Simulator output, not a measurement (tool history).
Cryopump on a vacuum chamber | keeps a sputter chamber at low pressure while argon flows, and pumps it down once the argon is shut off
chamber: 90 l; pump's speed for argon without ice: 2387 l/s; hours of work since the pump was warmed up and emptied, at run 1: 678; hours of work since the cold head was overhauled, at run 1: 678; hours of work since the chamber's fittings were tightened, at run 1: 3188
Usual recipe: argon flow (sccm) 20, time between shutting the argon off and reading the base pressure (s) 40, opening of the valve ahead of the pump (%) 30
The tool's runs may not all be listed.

run,hour,argon flow (sccm),time between shutting the argon off and reading the base pressure (s),opening of the valve ahead of the pump (%),hours of work since the pump was warmed up and emptied,hours of work since the cold head was overhauled,hours of work since the chamber's fittings were tightened,pressure while argon flows (Pa),pressure after the wait (uPa)
1,0,20,40,30,678,678,3188,0.0489,2.58
2,19.3,20,40,30,693,693,3203,0.0492,2.65
3,34.4,20,40,30,705,705,3215,0.0498,2.47
4,53.4,20,40,30,720,720,3230,0.0499,2.59
5,69.6,20,40,30,733,733,3243,0.0496,2.61
6,87,20,40,30,747,747,3256,0.0497,2.58
7,104.9,20,292,30,761,761,3270,0.0499,1.36
8,126.4,20,292,30,778,778,3287,0.0497,1.43
9,147.4,20,292,30,794,794,3304,0.0503,1.41
10,162.1,20,40,45,806,806,3316,0.0335,2.55
11,175.8,20,40,45,817,817,3326,0.0345,2.61
12,189.3,20,40,45,827,827,3337,0.0346,2.66
13,206.5,17,40,30,841,841,3351,0.0424,2.62
14,221.9,17,40,30,853,853,3363,0.0421,2.55
15,236.1,17,40,30,864,864,3374,0.0423,2.7
16,251.3,17,40,30,876,876,3386,0.0426,2.63
17,266.2,32,40,30,888,888,3398,0.0805,2.65
18,280.7,30,40,40,899,899,3409,0.0584,2.61
19,301.7,13,58,30,916,916,3426,0.0329,2.2
20,313.6,38,57,38,925,925,3435,0.0777,2.22
21,328.9,38,50,22,937,937,3447,0.1283,2.53
22,346.2,9,74,32,951,951,3461,0.0219,2.09
23,363.5,9,74,32,964,964,3474,0.0216,2.11
24,376,9,170,38,974,974,3484,0.0182,1.68

Expected results for the next run?
25,397.2,9,170,38,991,991,3501,?,?

{"run 25": {"pressure while argon flows (Pa)": 0.0188, "pressure after the wait (uPa)": 1.68}}
If the tool had no hidden condition, the same run with the same run-to-run variation would have returned pressure while argon flows (Pa) 0.0172, pressure after the wait (uPa) 0.44.

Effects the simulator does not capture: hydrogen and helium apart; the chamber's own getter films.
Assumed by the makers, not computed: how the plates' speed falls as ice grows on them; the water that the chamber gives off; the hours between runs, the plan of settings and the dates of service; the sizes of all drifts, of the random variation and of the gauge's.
